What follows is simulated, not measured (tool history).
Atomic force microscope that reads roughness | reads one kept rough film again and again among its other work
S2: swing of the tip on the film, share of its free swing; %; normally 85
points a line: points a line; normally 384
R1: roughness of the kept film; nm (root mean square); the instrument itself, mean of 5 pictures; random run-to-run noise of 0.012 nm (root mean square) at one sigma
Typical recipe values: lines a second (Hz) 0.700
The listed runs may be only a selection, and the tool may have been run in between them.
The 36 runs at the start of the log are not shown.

run 37 day=17.204 | lines_a_second_(Hz)=0.768 S2=69 points_a_line=370 | R1=2.881
run 38 day=17.550 | lines_a_second_(Hz)=0.768 S2=69 points_a_line=370 | R1=2.859
run 39 day=18.150 | lines_a_second_(Hz)=0.733 S2=69 points_a_line=370 | R1=2.868
run 40 day=18.717 | lines_a_second_(Hz)=1.750 S2=85 points_a_line=591 | R1=2.708
run 41 day=19.200 | lines_a_second_(Hz)=1.750 S2=85 points_a_line=591 | R1=2.695
run 42 day=19.617 | lines_a_second_(Hz)=1.750 S2=85 points_a_line=591 | R1=2.737
run 43 day=20.150 | lines_a_second_(Hz)=1.750 S2=85 points_a_line=591 | R1=2.708
-- day=20.308 new tip fitted
run 44 day=20.438 | lines_a_second_(Hz)=1.750 S2=85 points_a_line=591 | R1=2.719
run 45 day=20.929 | lines_a_second_(Hz)=0.700 S2=76 points_a_line=822 | R1=2.878
run 46 day=21.421 | lines_a_second_(Hz)=0.640 S2=85 points_a_line=384 | R1=2.830
run 47 day=21.738 | lines_a_second_(Hz)=0.640 S2=85 points_a_line=384 | R1=2.815
run 48 day=22.029 | lines_a_second_(Hz)=0.640 S2=85 points_a_line=384 | R1=2.826
run 49 day=22.312 | lines_a_second_(Hz)=1.048 S2=55 points_a_line=276 | R1=2.860
run 50 day=22.583 | lines_a_second_(Hz)=0.938 S2=80 points_a_line=399 | R1=2.818
run 51 day=23.192 | lines_a_second_(Hz)=1.989 S2=64 points_a_line=399 | R1=2.814
run 52 day=23.558 | lines_a_second_(Hz)=0.700 S2=72 points_a_line=348 | R1=2.858
run 53 day=23.950 | lines_a_second_(Hz)=0.700 S2=72 points_a_line=477 | R1=2.884

Branching from run 53: 4 alternative next runs. What would each branch give?
run A day=24.488 | lines_a_second_(Hz)=3.847 S2=62 points_a_line=477 | R1=?
run B day=24.488 | lines_a_second_(Hz)=0.700 S2=59 points_a_line=384 | R1=?
run C day=24.488 | lines_a_second_(Hz)=2.817 S2=60 points_a_line=288 | R1=?
run D day=24.488 | lines_a_second_(Hz)=1.208 S2=72 points_a_line=366 | R1=?

run=A R1=2.768
run=B R1=2.877
run=C R1=2.792
run=D R1=2.853
Without the tool's hidden state the same runs would have given:
run=A R1=2.774
run=B R1=2.883
run=C R1=2.797
run=D R1=2.859

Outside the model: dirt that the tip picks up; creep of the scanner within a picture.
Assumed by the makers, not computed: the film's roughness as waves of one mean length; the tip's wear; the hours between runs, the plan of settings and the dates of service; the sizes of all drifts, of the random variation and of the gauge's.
